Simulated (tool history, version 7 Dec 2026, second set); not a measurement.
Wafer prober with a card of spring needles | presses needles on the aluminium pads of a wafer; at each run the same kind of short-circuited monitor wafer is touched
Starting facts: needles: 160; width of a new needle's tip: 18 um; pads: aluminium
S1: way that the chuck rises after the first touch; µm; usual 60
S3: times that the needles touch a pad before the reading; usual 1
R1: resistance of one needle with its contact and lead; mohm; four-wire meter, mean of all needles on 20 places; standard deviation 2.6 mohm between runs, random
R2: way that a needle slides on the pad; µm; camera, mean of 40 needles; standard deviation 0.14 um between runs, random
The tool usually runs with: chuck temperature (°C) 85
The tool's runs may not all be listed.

Run 1, day 0.000: usual settings. Result: R1 295 mohm, R2 11.50 µm.
At day 0.192: tips cleaned on abrasive film.
At day 0.346: tips cleaned on abrasive film.
At day 0.538: tips cleaned on abrasive film.
At day 0.725: tips cleaned on abrasive film.
At day 0.879: tips cleaned on abrasive film.
At day 1.071: tips cleaned on abrasive film.
At day 1.262: tips cleaned on abrasive film.
At day 1.275: height of the first contact set anew.
Run 2, day 1.358: usual settings but S1 41 µm. Result: R1 302 mohm, R2 7.78 µm.
At day 1.433: tips cleaned on abrasive film.
At day 1.588: tips cleaned on abrasive film.
At day 1.779: tips cleaned on abrasive film.
At day 1.971: tips cleaned on abrasive film.
At day 2.162: tips cleaned on abrasive film.
At day 2.354: tips cleaned on abrasive film.
At day 2.546: tips cleaned on abrasive film.
At day 3.046: card fitted with new needles.
At day 3.233: tips cleaned on abrasive film.
Run 3, day 3.362: usual settings but S1 41 µm. Result: R1 306 mohm, R2 7.66 µm.
At day 3.404: tips cleaned on abrasive film.
At day 3.596: tips cleaned on abrasive film.
At day 3.750: tips cleaned on abrasive film.
At day 3.904: tips cleaned on abrasive film.
At day 4.096: tips cleaned on abrasive film.
At day 4.283: tips cleaned on abrasive film.
At day 4.475: tips cleaned on abrasive film.
At day 4.650: tips cleaned on abrasive film.
Run 4, day 4.650: usual settings but S1 41 µm. Result: R1 300 mohm, R2 8.06 µm.
At day 4.800: tips cleaned on abrasive film.
At day 4.992: tips cleaned on abrasive film.
At day 5.183: tips cleaned on abrasive film.
At day 5.375: tips cleaned on abrasive film.
Run 5, day 5.454: usual settings but S1 41 µm. Result: R1 301 mohm, R2 7.92 µm.
At day 5.533: tips cleaned on abrasive film.
At day 5.688: tips cleaned on abrasive film.
At day 5.879: tips cleaned on abrasive film.
At day 6.071: tips cleaned on abrasive film.
At day 6.258: tips cleaned on abrasive film.
At day 6.412: tips cleaned on abrasive film.
At day 6.604: tips cleaned on abrasive film.
At day 6.796: tips cleaned on abrasive film.
At day 6.950: tips cleaned on abrasive film.
At day 7.125: tips cleaned on abrasive film.
Run 6, day 7.125: usual settings. Result: R1 295 mohm, R2 11.43 µm.
At day 7.312: tips cleaned on abrasive film.
At day 7.467: tips cleaned on abrasive film.
At day 7.658: tips cleaned on abrasive film.
At day 7.850: tips cleaned on abrasive film.
At day 8.042: tips cleaned on abrasive film.
At day 8.233: tips cleaned on abrasive film.
At day 8.421: tips cleaned on abrasive film.
At day 8.575: tips cleaned on abrasive film.
At day 8.767: tips cleaned on abrasive film.
At day 8.954: tips cleaned on abrasive film.
Run 7, day 8.954: usual settings but S1 59 µm. Result: R1 289 mohm, R2 11.43 µm.
At day 9.146: tips cleaned on abrasive film.
At day 9.296: tips cleaned on abrasive film.
At day 9.488: tips cleaned on abrasive film.
At day 9.679: tips cleaned on abrasive film.
At day 9.871: tips cleaned on abrasive film.
At day 10.025: tips cleaned on abrasive film.
At day 10.217: tips cleaned on abrasive film.
Run 8, day 10.221: usual settings. Result: R1 297 mohm, R2 11.59 µm.
At day 10.375: tips cleaned on abrasive film.
At day 10.567: tips cleaned on abrasive film.
At day 10.758: tips cleaned on abrasive film.
At day 10.950: tips cleaned on abrasive film.
At day 11.138: tips cleaned on abrasive film.
At day 11.329: tips cleaned on abrasive film.
At day 11.483: tips cleaned on abrasive film.
At day 11.675: tips cleaned on abrasive film.
Run 9, day 11.683: usual settings. Result: R1 297 mohm, R2 11.20 µm.
At day 11.833: tips cleaned on abrasive film.
At day 12.025: tips cleaned on abrasive film.
At day 12.217: tips cleaned on abrasive film.
At day 12.408: tips cleaned on abrasive film.
At day 12.600: tips cleaned on abrasive film.
At day 12.792: tips cleaned on abrasive film.
At day 12.946: tips cleaned on abrasive film.
Run 10, day 12.946: usual settings but S1 50 µm, chuck temperature (°C) 32, S3 2. Result: R1 279 mohm, R2 9.57 µm.
At day 13.129: tips cleaned on abrasive film.
At day 13.321: tips cleaned on abrasive film.
At day 13.512: tips cleaned on abrasive film.
At day 13.700: tips cleaned on abrasive film.
At day 13.892: tips cleaned on abrasive film.
At day 14.046: tips cleaned on abrasive film.
Run 11, day 14.058: usual settings but S1 56 µm, chuck temperature (°C) 74, S3 2. Result: R1 294 mohm, R2 10.80 µm.
At day 14.212: tips cleaned on abrasive film.
At day 14.367: tips cleaned on abrasive film.
At day 14.558: tips cleaned on abrasive film.
At day 14.712: tips cleaned on abrasive film.
At day 14.904: tips cleaned on abrasive film.
At day 15.092: tips cleaned on abrasive film.
Run 12, day 15.238: usual settings but S1 63 µm, chuck temperature (°C) 90, S3 2. Result: R1 293 mohm, R2 12.11 µm.
At day 15.279: tips cleaned on abrasive film.
At day 15.433: tips cleaned on abrasive film.
At day 15.625: tips cleaned on abrasive film.
At day 15.817: tips cleaned on abrasive film.
At day 16.008: tips cleaned on abrasive film.
At day 16.200: tips cleaned on abrasive film.
At day 16.392: tips cleaned on abrasive film.
At day 16.579: tips cleaned on abrasive film.
At day 16.771: tips cleaned on abrasive film.
At day 16.946: tips cleaned on abrasive film.
Run 13, day 16.946: usual settings but S1 67 µm, chuck temperature (°C) 103. Result: R1 293 mohm, R2 12.89 µm.

Run 14 has not been measured yet. What should we expect?
At day 17.138: tips cleaned on abrasive film.
At day 17.329: tips cleaned on abrasive film.
At day 17.483: tips cleaned on abrasive film.
At day 17.671: tips cleaned on abrasive film.
At day 17.862: tips cleaned on abrasive film.
At day 18.054: tips cleaned on abrasive film.
At day 18.246: tips cleaned on abrasive film.
At day 18.438: tips cleaned on abrasive film.
At day 18.592: tips cleaned on abrasive film.
At day 18.604: height of the first contact set anew.
Run 14, day 18.642: usual settings but S1 67 µm, chuck temperature (°C) 103. Result: R1 ?, R2 ?.

Run 14 yielded R1 291 mohm, R2 12.76 µm.
On a tool with no hidden condition, and with the same random variation, this run would have come out at R1 291 mohm, R2 12.76 µm.
